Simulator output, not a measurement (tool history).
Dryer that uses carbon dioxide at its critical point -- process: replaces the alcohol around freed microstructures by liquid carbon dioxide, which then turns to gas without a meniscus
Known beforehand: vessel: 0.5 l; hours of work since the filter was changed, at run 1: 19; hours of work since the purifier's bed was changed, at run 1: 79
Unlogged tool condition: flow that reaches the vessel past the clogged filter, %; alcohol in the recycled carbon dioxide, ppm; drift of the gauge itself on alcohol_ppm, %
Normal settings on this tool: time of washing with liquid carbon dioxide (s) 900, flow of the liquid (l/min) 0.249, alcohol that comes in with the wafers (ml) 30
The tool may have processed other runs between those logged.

run	hour	time of washing with liquid carbon dioxide (s)	flow of the liquid (l/min)	alcohol that comes in with the wafers (ml)	hours of work since the filter was changed	hours of work since the purifier's bed was changed	alcohol left in the vessel before it's heated (ppm by volume)
1	0.0	900	0.249	30	19	79	130
2	8.0	900	0.233	30	21	81	173
3	16.1	900	0.233	30	24	84	178
4	22.5	900	0.233	30	26	86	178
5	28.5	900	0.233	30	28	88	181
6	33.0	900	0.356	30	29	89	45
7	40.2	900	0.356	30	31	92	50
8	47.9	900	0.356	30	34	94	41
9	55.3	900	0.184	30	36	96	603
10	59.9	900	0.205	30	38	98	372
11	65.0	900	0.205	30	39	99	357
12	69.1	900	0.205	30	40	101	359
13	73.5	900	0.175	30	42	102	746
14	82.1	900	0.175	30	45	105	763
15	88.5	900	0.175	30	47	107	766
16	96.3	900	0.175	30	49	109	770
17	100.2	900	0.175	116	50	111	2842
18	108.7	900	0.175	116	53	113	2905
19	116.2	900	0.175	41	55	116	1030
20	121.6	900	0.175	41	57	117	1052
21	126.0	900	0.175	41	58	119	1056
22	130.9	900	0.175	41	60	120	1047
23	136.1	900	0.175	41	62	122	1052
24	143.4	900	0.175	41	64	124	1035
25	147.1	1080	0.189	30	65	125	245
26	154.0	900	0.249	30	67	128	143
27	158.1	900	0.249	30	69	129	157
28	163.4	900	0.249	30	70	131	155
29	167.6	900	0.318	51	72	132	78
30	175.8	780	0.211	110	74	134	2191
31	183.3	780	0.211	110	77	137	2236
32	191.8	780	0.248	79	79	140	706
33	198.2	840	0.248	41	81	142	273
34	205.6	840	0.249	29	84	144	205
35	211.3	840	0.249	69	85	146	405
36	215.5	840	0.249	69	87	147	429
37	223.3	840	0.249	36	89	149	259
38	228.4	1200	0.246	88	91	151	105
39	236.9	900	0.249	89	93	154	366
40	241.8	900	0.249	89	95	155	391
41	247.0	1320	0.159	56	97	157	403
42	254.9	840	0.204	39	99	159	702
43	263.4	840	0.204	39	102	162	711
44	270.9	1140	0.310	76	104	165	71
45	277.4	1140	0.310	76	106	167	71
46	286.5	900	0.238	85	109	169	485
47	294.5	900	0.238	85	112	172	487
48	299.3	840	0.153	73	113	173	4371

Here are 3 independent what-if runs from the current tool condition. What would each one return?
A	307.1	840	0.176	73	116	176	?
B	307.1	1380	0.265	73	116	176	?
C	307.1	900	0.304	56	116	176	?

run	alcohol left in the vessel before it's heated (ppm by volume)
A	2539
B	69
C	105
Stripped of hidden state, with their random variation kept, the same runs would have yielded:
run	alcohol left in the vessel before it's heated (ppm by volume)
A	2207
B	6
C	34
